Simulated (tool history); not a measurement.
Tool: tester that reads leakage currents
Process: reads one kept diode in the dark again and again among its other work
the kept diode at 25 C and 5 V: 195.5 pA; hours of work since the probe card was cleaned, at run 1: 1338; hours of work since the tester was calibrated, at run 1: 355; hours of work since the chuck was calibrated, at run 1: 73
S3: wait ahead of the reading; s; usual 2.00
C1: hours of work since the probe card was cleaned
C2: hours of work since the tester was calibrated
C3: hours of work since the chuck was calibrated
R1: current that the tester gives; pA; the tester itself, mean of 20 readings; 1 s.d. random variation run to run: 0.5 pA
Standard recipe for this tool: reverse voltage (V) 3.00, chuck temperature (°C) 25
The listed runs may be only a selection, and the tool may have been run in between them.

{"run": 1, "hour": 0.0, "reverse voltage (V)": 3.0, "chuck temperature (°C)": 25, "S3": 2.0, "C1": 1338, "C2": 355, "C3": 73, "R1": 171.32}
{"run": 2, "hour": 47.4, "reverse voltage (V)": 3.0, "chuck temperature (°C)": 25, "S3": 2.0, "C1": 1363, "C2": 380, "C3": 98, "R1": 170.62}
{"run": 3, "hour": 94.3, "reverse voltage (V)": 3.0, "chuck temperature (°C)": 25, "S3": 2.0, "C1": 1388, "C2": 405, "C3": 123, "R1": 170.62}
{"run": 4, "hour": 119.0, "reverse voltage (V)": 3.0, "chuck temperature (°C)": 25, "S3": 2.0, "C1": 1401, "C2": 418, "C3": 136, "R1": 171.98}
{"run": 5, "hour": 143.1, "reverse voltage (V)": 3.0, "chuck temperature (°C)": 25, "S3": 2.0, "C1": 1414, "C2": 430, "C3": 149, "R1": 171.61}
{"run": 6, "hour": 189.4, "reverse voltage (V)": 3.0, "chuck temperature (°C)": 25, "S3": 2.0, "C1": 1438, "C2": 455, "C3": 173, "R1": 171.52}
{"run": 7, "hour": 211.1, "reverse voltage (V)": 3.0, "chuck temperature (°C)": 25, "S3": 2.0, "C1": 1449, "C2": 466, "C3": 184, "R1": 172.32}
{"run": 8, "hour": 254.8, "reverse voltage (V)": 3.0, "chuck temperature (°C)": 25, "S3": 2.0, "C1": 1473, "C2": 489, "C3": 208, "R1": 172.2}
{"run": 9, "hour": 277.0, "reverse voltage (V)": 3.0, "chuck temperature (°C)": 25, "S3": 2.0, "C1": 1484, "C2": 501, "C3": 219, "R1": 172.57}
{"run": 10, "hour": 315.2, "reverse voltage (V)": 3.0, "chuck temperature (°C)": 25, "S3": 0.6, "C1": 1505, "C2": 521, "C3": 240, "R1": 174.34}
{"run": 11, "hour": 338.4, "reverse voltage (V)": 3.0, "chuck temperature (°C)": 25, "S3": 0.6, "C1": 1517, "C2": 534, "C3": 252, "R1": 173.65}
{"run": 12, "hour": 367.9, "reverse voltage (V)": 3.0, "chuck temperature (°C)": 25, "S3": 8.61, "C1": 1532, "C2": 549, "C3": 267, "R1": 172.69}
{"run": 13, "hour": 387.9, "reverse voltage (V)": 3.0, "chuck temperature (°C)": 56, "S3": 2.0, "C1": 1543, "C2": 560, "C3": 278, "R1": 1854.9}
{"run": 14, "hour": 413.0, "reverse voltage (V)": 3.28, "chuck temperature (°C)": 56, "S3": 0.49, "C1": 1556, "C2": 573, "C3": 291, "R1": 1894.3}
{"hour": 419.2, "done": "chuck's temperature calibrated"}
{"run": 15, "hour": 456.6, "reverse voltage (V)": 3.28, "chuck temperature (°C)": 56, "S3": 0.49, "C1": 1578, "C2": 595, "C3": 20, "R1": 1923.08}
{"run": 16, "hour": 484.6, "reverse voltage (V)": 2.9, "chuck temperature (°C)": 28, "S3": 0.73, "C1": 1593, "C2": 610, "C3": 35, "R1": 222.23}
{"run": 17, "hour": 530.3, "reverse voltage (V)": 2.11, "chuck temperature (°C)": 28, "S3": 0.73, "C1": 1617, "C2": 634, "C3": 59, "R1": 200.3}
{"run": 18, "hour": 565.1, "reverse voltage (V)": 2.56, "chuck temperature (°C)": 44, "S3": 1.47, "C1": 1636, "C2": 653, "C3": 77, "R1": 746.15}
{"hour": 609.3, "done": "chuck's temperature calibrated, once more"}
{"run": 19, "hour": 609.3, "reverse voltage (V)": 19.44, "chuck temperature (°C)": 32, "S3": 5.73, "C1": 1658, "C2": 675, "C3": 0, "R1": 578.28}
{"hour": 626.3, "done": "probe card cleaned and baked"}
{"run": 20, "hour": 654.1, "reverse voltage (V)": 17.02, "chuck temperature (°C)": 59, "S3": 2.0, "C1": 15, "C2": 697, "C3": 22, "R1": 3940.14}
{"run": 21, "hour": 696.4, "reverse voltage (V)": 1.21, "chuck temperature (°C)": 29, "S3": 0.5, "C1": 37, "C2": 719, "C3": 45, "R1": 174.4}
{"run": 22, "hour": 724.6, "reverse voltage (V)": 1.21, "chuck temperature (°C)": 31, "S3": 0.37, "C1": 52, "C2": 734, "C3": 59, "R1": 203.36}
{"run": 23, "hour": 754.0, "reverse voltage (V)": 1.21, "chuck temperature (°C)": 31, "S3": 0.37, "C1": 68, "C2": 750, "C3": 75, "R1": 204.27}
{"run": 24, "hour": 786.5, "reverse voltage (V)": 3.0, "chuck temperature (°C)": 53, "S3": 0.42, "C1": 85, "C2": 767, "C3": 92, "R1": 1481.76}
{"run": 25, "hour": 807.2, "reverse voltage (V)": 3.0, "chuck temperature (°C)": 53, "S3": 0.42, "C1": 96, "C2": 778, "C3": 103, "R1": 1483.26}

Take each entry between the runs: how does the hidden state at the last listed run before it differ from the hidden state at the first listed run after it?
In the gap between runs 14 and 15: chuck's temperature calibrated (hour 419.2)
  stray current of the dirty probe card, pA a volt: 1.354 -> 1.372; current scale over the true one, %: 0.23 -> 0.24; true chuck temperature over the reading, C: 0.19 -> 0.33
  measured result minus the result with no hidden state, R1: +34.19 -> +52.86 pA
In the gap between runs 18 and 19: chuck's temperature calibrated, once more (hour 609.3)
  stray current of the dirty probe card, pA a volt: 1.417 -> 1.434; current scale over the true one, %: 0.25 -> 0.26; true chuck temperature over the reading, C: 0.37 -> -0.03
  measured result minus the result with no hidden state, R1: +25.60 -> +27.65 pA
In the gap between runs 19 and 20: probe card cleaned and baked (hour 626.3)
  stray current of the dirty probe card, pA a volt: 1.434 -> 0.036; true chuck temperature over the reading, C: -0.03 -> -0.02
  measured result minus the result with no hidden state, R1: +27.65 -> +5.31 pA
